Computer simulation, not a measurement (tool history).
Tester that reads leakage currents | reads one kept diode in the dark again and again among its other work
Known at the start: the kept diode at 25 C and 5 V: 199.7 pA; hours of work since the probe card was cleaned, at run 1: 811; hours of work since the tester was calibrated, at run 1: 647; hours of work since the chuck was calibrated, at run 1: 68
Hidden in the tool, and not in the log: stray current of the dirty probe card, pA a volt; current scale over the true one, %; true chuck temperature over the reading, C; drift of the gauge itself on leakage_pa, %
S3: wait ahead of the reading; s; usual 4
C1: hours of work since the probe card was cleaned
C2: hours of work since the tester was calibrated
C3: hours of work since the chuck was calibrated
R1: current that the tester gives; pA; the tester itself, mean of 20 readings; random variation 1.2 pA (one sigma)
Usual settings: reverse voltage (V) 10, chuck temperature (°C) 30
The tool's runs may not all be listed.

{"run": 1, "hour": 0.0, "reverse voltage (V)": 10, "chuck temperature (°C)": 30, "S3": 4, "C1": 811, "C2": 647, "C3": 68, "R1": 408.22}
{"run": 2, "hour": 218.9, "reverse voltage (V)": 10, "chuck temperature (°C)": 30, "S3": 4, "C1": 939, "C2": 775, "C3": 197, "R1": 405.62}
{"run": 3, "hour": 442.8, "reverse voltage (V)": 10, "chuck temperature (°C)": 30, "S3": 4, "C1": 1070, "C2": 906, "C3": 328, "R1": 403.64}
{"run": 4, "hour": 584.1, "reverse voltage (V)": 10, "chuck temperature (°C)": 30, "S3": 4, "C1": 1153, "C2": 989, "C3": 411, "R1": 403.66}
{"hour": 733.6, "done": "probe card cleaned and baked"}
{"run": 5, "hour": 775.7, "reverse voltage (V)": 11.2, "chuck temperature (°C)": 30, "S3": 4, "C1": 25, "C2": 1100, "C3": 521, "R1": 428.15}
{"run": 6, "hour": 902.8, "reverse voltage (V)": 10, "chuck temperature (°C)": 30, "S3": 4, "C1": 99, "C2": 1174, "C3": 596, "R1": 403.94}
{"run": 7, "hour": 1119.1, "reverse voltage (V)": 10, "chuck temperature (°C)": 30, "S3": 5.55, "C1": 226, "C2": 1301, "C3": 723, "R1": 400.77}
{"run": 8, "hour": 1334.9, "reverse voltage (V)": 10.5, "chuck temperature (°C)": 25, "S3": 7.47, "C1": 353, "C2": 1428, "C3": 849, "R1": 291.45}

Forecast run 9:
{"run": 9, "hour": 1536.9, "reverse voltage (V)": 10.5, "chuck temperature (°C)": 25, "S3": 7.47, "C1": 471, "C2": 1546, "C3": 968, "R1": "?"}

Run 9 gave R1 290.46 pA.
Without the tool's hidden state the same run would have given R1 275.64 pA.

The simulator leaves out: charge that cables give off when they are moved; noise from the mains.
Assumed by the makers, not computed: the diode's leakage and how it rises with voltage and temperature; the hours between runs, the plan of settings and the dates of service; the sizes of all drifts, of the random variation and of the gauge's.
